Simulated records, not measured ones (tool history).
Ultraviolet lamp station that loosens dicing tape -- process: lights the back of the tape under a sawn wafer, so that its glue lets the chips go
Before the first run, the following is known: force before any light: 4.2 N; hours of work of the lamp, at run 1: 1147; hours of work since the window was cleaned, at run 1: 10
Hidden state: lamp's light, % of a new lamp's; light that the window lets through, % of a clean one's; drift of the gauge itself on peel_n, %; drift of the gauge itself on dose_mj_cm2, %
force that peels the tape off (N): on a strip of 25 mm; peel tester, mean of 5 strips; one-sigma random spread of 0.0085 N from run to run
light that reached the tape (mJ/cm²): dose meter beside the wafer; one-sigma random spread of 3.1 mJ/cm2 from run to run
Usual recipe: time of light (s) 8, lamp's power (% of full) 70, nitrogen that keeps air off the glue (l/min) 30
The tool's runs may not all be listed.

run   hour  time of light (s)  lamp's power (% of full)  nitrogen that keeps air off the glue (l/min)  hours of work of the lamp  hours of work since the window was cleaned  force that peels the tape off (N)  light that reached the tape (mJ/cm²)
  1      0                  8                        70                                            30                       1147                                          10                              0.523                                   345
        16  -- lamp changed
  2   31.9                  8                        70                                            30                         11                                          32                              0.362                                   451
  3   78.4                  8                        70                                            30                         45                                          66                              0.365                                   437
  4  101.7                  8                        70                                            30                         62                                          82                              0.365                                   441
  5  150.6                  8                        70                                            30                         97                                         118                              0.372                                   425
  6  186.7                  8                        76                                            30                        123                                         144                              0.324                                   459
  7  226.2                  8                        76                                            30                        151                                         172                              0.357                                   450
  8  254.3                  8                        76                                            30                        171                                         192                              0.363                                   450
     258.6  -- window cleaned of glue's vapour
  9  297.2                  8                        66                                            30                        202                                          28                              0.494                                   365
 10  342.8                  8                        70                                            30                        235                                          61                              0.474                                   376
 11  371.1                  8                        70                                            30                        255                                          81                              0.473                                   374
 12  420.5                  5                        70                                            30                        291                                         116                              0.954                                   230
 13  462.4                 12                        70                                            30                        321                                         147                              0.278                                   531
       480  -- window cleaned of glue's vapour, once more
 14  501.9                  4                        70                                            23                        349                                          16                               1.17                                   211
 15  522.2                  4                        70                                            23                        363                                          30                              1.184                                   207
 16  561.4                  4                        77                                            18                        392                                          59                              1.124                                   226
 17  605.3                  9                        74                                            15                        423                                          90                               0.41                                   478
 18  649.5                 11                        92                                            25                        455                                         122                               0.23                                   721
 19  692.5                 11                        97                                            43                        486                                         153                              0.211                                   740
 20  734.2                 10                        97                                            43                        516                                         183                              0.223                                   664
 21  778.6                 10                        97                                            43                        548                                         215                              0.229                                   653
 22  828.1                 10                        97                                            43                        583                                         250                              0.212                                   641
 23    859                 10                        97                                            43                        606                                         273                              0.243                                   629

Here are 3 independent what-if runs from the current tool condition. What would each one return?
  A   888                 10                        94                                            43                        626                                         293                                  ?                                     ?
  B   888                 10                        70                                            43                        626                                         293                                  ?                                     ?
  C   888                 10                        76                                             9                        626                                         293                                  ?                                     ?

run  force that peels the tape off (N)  light that reached the tape (mJ/cm²)
  A                              0.229                                   598
  B                              0.334                                   449
  C                              0.494                                   485
Take away the tool's hidden state, keep each run's random variation, and the runs would have read:
run  force that peels the tape off (N)  light that reached the tape (mJ/cm²)
  A                              0.199                                   769
  B                               0.25                                   578
  C                              0.333                                   625
